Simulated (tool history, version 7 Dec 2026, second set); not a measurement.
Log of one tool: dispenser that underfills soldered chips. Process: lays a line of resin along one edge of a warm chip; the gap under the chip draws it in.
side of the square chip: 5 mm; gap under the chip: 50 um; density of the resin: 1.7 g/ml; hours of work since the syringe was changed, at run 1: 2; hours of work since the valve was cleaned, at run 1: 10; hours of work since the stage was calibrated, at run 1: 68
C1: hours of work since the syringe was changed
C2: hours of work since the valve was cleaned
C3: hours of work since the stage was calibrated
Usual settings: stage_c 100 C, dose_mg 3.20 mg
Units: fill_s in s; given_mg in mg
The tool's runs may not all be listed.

Run 1, hour 0.0: usual settings; C1 2; C2 10; C3 68. Result: fill_s 28.9 s, given_mg 3.188 mg.
Run 2, hour 7.4: usual settings; C1 7; C2 15; C3 72. Result: fill_s 37.2 s, given_mg 3.167 mg.
At hour 10.8: new syringe of resin.
Run 3, hour 14.0: usual settings but stage_c 102 C; C1 2; C2 18; C3 76. Result: fill_s 27.1 s, given_mg 3.163 mg.
Run 4, hour 18.1: usual settings but stage_c 102 C; C1 4; C2 21; C3 78. Result: fill_s 31.4 s, given_mg 3.162 mg.
Run 5, hour 23.7: usual settings but stage_c 101 C; C1 8; C2 24; C3 82. Result: fill_s 39.5 s, given_mg 3.149 mg.
At hour 25.2: new syringe of resin.
Run 6, hour 28.4: usual settings but stage_c 101 C, dose_mg 3.81 mg; C1 2; C2 27; C3 84. Result: fill_s 26.7 s, given_mg 3.742 mg.

The next listed run, before its measurement:
Run 7, hour 33.2: usual settings but dose_mg 2.81 mg; C1 5; C2 30; C3 87. Result: fill_s ?, given_mg ?.

fill_s: 35.7 s
given_mg: 2.757 mg
Without the tool's hidden state the same run would have given fill_s 26.2 s, given_mg 2.808 mg.
